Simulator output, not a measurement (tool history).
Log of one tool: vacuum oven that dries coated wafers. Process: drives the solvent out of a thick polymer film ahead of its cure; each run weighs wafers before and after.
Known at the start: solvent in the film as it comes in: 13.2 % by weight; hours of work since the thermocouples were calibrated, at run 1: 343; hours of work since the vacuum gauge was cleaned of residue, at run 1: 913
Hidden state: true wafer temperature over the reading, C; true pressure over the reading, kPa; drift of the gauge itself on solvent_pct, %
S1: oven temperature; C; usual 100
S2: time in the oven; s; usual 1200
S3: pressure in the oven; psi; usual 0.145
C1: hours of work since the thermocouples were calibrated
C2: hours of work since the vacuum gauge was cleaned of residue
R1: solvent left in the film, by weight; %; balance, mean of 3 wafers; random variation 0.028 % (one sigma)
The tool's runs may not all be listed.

{"run": 1, "hour": 0.0, "S1": 100, "S2": 1200, "S3": 0.145, "C1": 343, "C2": 913, "R1": 3.09}
{"run": 2, "hour": 38.8, "S1": 100, "S2": 1200, "S3": 0.145, "C1": 370, "C2": 940, "R1": 3.05}
{"run": 3, "hour": 84.2, "S1": 100, "S2": 1200, "S3": 0.145, "C1": 402, "C2": 971, "R1": 3.06}
{"run": 4, "hour": 104.0, "S1": 100, "S2": 1200, "S3": 0.145, "C1": 415, "C2": 985, "R1": 3.0}
{"run": 5, "hour": 122.4, "S1": 100, "S2": 1200, "S3": 0.145, "C1": 428, "C2": 998, "R1": 3.02}
{"run": 6, "hour": 150.4, "S1": 100, "S2": 1200, "S3": 0.145, "C1": 448, "C2": 1017, "R1": 3.0}
{"run": 7, "hour": 172.1, "S1": 100, "S2": 1200, "S3": 0.145, "C1": 463, "C2": 1032, "R1": 3.01}
{"run": 8, "hour": 197.5, "S1": 100, "S2": 1200, "S3": 0.145, "C1": 480, "C2": 1050, "R1": 3.0}
{"hour": 201.8, "done": "oven's thermocouples calibrated"}
{"run": 9, "hour": 219.8, "S1": 100, "S2": 1200, "S3": 0.145, "C1": 12, "C2": 1064, "R1": 2.94}
{"run": 10, "hour": 245.3, "S1": 100, "S2": 720, "S3": 0.145, "C1": 30, "C2": 1081, "R1": 4.83}
{"run": 11, "hour": 281.7, "S1": 100, "S2": 1200, "S3": 0.551, "C1": 55, "C2": 1107, "R1": 3.38}
{"hour": 297.7, "done": "oven's thermocouples calibrated, once more"}
{"run": 12, "hour": 317.8, "S1": 100, "S2": 1080, "S3": 0.551, "C1": 14, "C2": 1130, "R1": 4.04}
{"run": 13, "hour": 354.8, "S1": 100, "S2": 1200, "S3": 0.145, "C1": 40, "C2": 1156, "R1": 3.2}
{"run": 14, "hour": 396.8, "S1": 100, "S2": 1200, "S3": 0.145, "C1": 69, "C2": 1185, "R1": 3.15}
{"run": 15, "hour": 441.0, "S1": 100, "S2": 1200, "S3": 0.145, "C1": 99, "C2": 1216, "R1": 3.13}
{"run": 16, "hour": 474.6, "S1": 100, "S2": 1200, "S3": 0.145, "C1": 123, "C2": 1239, "R1": 3.12}
{"run": 17, "hour": 515.0, "S1": 92, "S2": 780, "S3": 0.145, "C1": 151, "C2": 1267, "R1": 6.32}
{"run": 18, "hour": 541.0, "S1": 108, "S2": 900, "S3": 0.41, "C1": 169, "C2": 1285, "R1": 2.83}
{"run": 19, "hour": 568.7, "S1": 100, "S2": 1200, "S3": 0.132, "C1": 188, "C2": 1304, "R1": 3.05}
{"run": 20, "hour": 606.2, "S1": 86, "S2": 1560, "S3": 0.074, "C1": 214, "C2": 1330, "R1": 5.09}
{"run": 21, "hour": 629.7, "S1": 109, "S2": 720, "S3": 0.377, "C1": 230, "C2": 1346, "R1": 3.38}
{"run": 22, "hour": 662.6, "S1": 109, "S2": 720, "S3": 0.377, "C1": 253, "C2": 1369, "R1": 3.35}
{"run": 23, "hour": 697.2, "S1": 89, "S2": 840, "S3": 0.276, "C1": 277, "C2": 1393, "R1": 6.79}
{"run": 24, "hour": 729.6, "S1": 89, "S2": 840, "S3": 0.22, "C1": 299, "C2": 1416, "R1": 6.81}
{"run": 25, "hour": 764.9, "S1": 110, "S2": 1680, "S3": 0.145, "C1": 324, "C2": 1440, "R1": 0.68}
{"run": 26, "hour": 802.5, "S1": 103, "S2": 1800, "S3": 0.145, "C1": 350, "C2": 1466, "R1": 1.23}
{"run": 27, "hour": 821.5, "S1": 103, "S2": 1800, "S3": 0.145, "C1": 363, "C2": 1479, "R1": 1.25}
{"run": 28, "hour": 851.6, "S1": 103, "S2": 1800, "S3": 0.145, "C1": 384, "C2": 1500, "R1": 1.24}
{"run": 29, "hour": 876.2, "S1": 100, "S2": 600, "S3": 0.145, "C1": 401, "C2": 1517, "R1": 5.66}
{"run": 30, "hour": 910.5, "S1": 96, "S2": 1920, "S3": 0.19, "C1": 425, "C2": 1541, "R1": 2.22}
{"run": 31, "hour": 941.4, "S1": 100, "S2": 1200, "S3": 0.223, "C1": 446, "C2": 1562, "R1": 3.07}

Measured less the same run without the tool's hidden state. The same run-to-run variation is in both; the gauge's scatter may not be:
run=1 R1=-0.04
run=2 R1=-0.05
run=3 R1=-0.06
run=4 R1=-0.07
run=5 R1=-0.08
run=6 R1=-0.09
run=7 R1=-0.09
run=8 R1=-0.10
run=9 R1=-0.18
run=10 R1=-0.19
run=11 R1=-0.20
run=12 R1=+0.06
run=13 R1=+0.06
run=14 R1=+0.05
run=15 R1=+0.03
run=16 R1=+0.02
run=17 R1=+0.00
run=18 R1=-0.01
run=19 R1=-0.01
run=20 R1=-0.01
run=21 R1=-0.04
run=22 R1=-0.04
run=23 R1=-0.04
run=24 R1=-0.05
run=25 R1=+0.01
run=26 R1=-0.02
run=27 R1=-0.03
run=28 R1=-0.04
run=29 R1=-0.11
run=30 R1=-0.08
run=31 R1=-0.11

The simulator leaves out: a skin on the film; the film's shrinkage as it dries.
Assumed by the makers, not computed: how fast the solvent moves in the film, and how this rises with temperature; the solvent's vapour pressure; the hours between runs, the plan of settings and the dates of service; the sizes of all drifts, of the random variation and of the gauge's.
